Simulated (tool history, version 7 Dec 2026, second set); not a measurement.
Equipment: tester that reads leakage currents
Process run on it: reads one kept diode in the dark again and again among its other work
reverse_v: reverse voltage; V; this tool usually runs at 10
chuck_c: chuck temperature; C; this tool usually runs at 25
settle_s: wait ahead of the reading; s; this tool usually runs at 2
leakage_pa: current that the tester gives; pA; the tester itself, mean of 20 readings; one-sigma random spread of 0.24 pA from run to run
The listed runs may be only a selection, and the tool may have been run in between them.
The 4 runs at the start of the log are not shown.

Run 5, hour 203.9: usual settings. Result: leakage_pa 85.19 pA.
Run 6, hour 252.9: usual settings but chuck_c 42 C. Result: leakage_pa 297.43 pA.
Run 7, hour 335.2: usual settings but chuck_c 42 C. Result: leakage_pa 298.51 pA.
Run 8, hour 385.8: usual settings. Result: leakage_pa 85.41 pA.
Run 9, hour 437.7: usual settings. Result: leakage_pa 85.81 pA.
Run 10, hour 499.9: usual settings. Result: leakage_pa 85.87 pA.
Run 11, hour 536.3: usual settings but reverse_v 1.3 V. Result: leakage_pa 29.48 pA.
Run 12, hour 606.1: usual settings but settle_s 1.29 s. Result: leakage_pa 87.37 pA.
Run 13, hour 642.6: usual settings but chuck_c 30 C, settle_s 1.29 s. Result: leakage_pa 126.71 pA.
Run 14, hour 698.2: usual settings but chuck_c 30 C, settle_s 1.29 s. Result: leakage_pa 126.57 pA.
Run 15, hour 758.2: usual settings but chuck_c 30 C, settle_s 1.29 s. Result: leakage_pa 126.8 pA.
Run 16, hour 807: usual settings but chuck_c 30 C, settle_s 1.8 s. Result: leakage_pa 126.89 pA.
Run 17, hour 855.7: usual settings but chuck_c 30 C, settle_s 1.8 s. Result: leakage_pa 126.55 pA.
Run 18, hour 920.3: usual settings but chuck_c 30 C, settle_s 1.8 s. Result: leakage_pa 127.13 pA.
Run 19, hour 972.2: usual settings but reverse_v 9.3 V, chuck_c 20 C, settle_s 1.9 s. Result: leakage_pa 58.43 pA.
Run 20, hour 1028.7: usual settings but reverse_v 2.1 V, chuck_c 20 C, settle_s 1.9 s. Result: leakage_pa 26.25 pA.
Run 21, hour 1104.9: usual settings but reverse_v 2.1 V, chuck_c 57 C, settle_s 2.01 s. Result: leakage_pa 390.74 pA.
Run 22, hour 1182.4: usual settings but reverse_v 3.9 V, chuck_c 42 C, settle_s 5.79 s. Result: leakage_pa 190.8 pA.
Run 23, hour 1233.3: usual settings but reverse_v 3.9 V, chuck_c 42 C, settle_s 5.79 s. Result: leakage_pa 191.71 pA.

What does the tool deliver on the next run?
Run 24, hour 1306.1: usual settings but reverse_v 3.9 V, chuck_c 42 C, settle_s 5.79 s. Result: leakage_pa ?.

{"run 24": {"leakage_pa": 192.14}}
The same run, on a tool lacking any hidden state, would have yielded leakage_pa 179.62 pA.
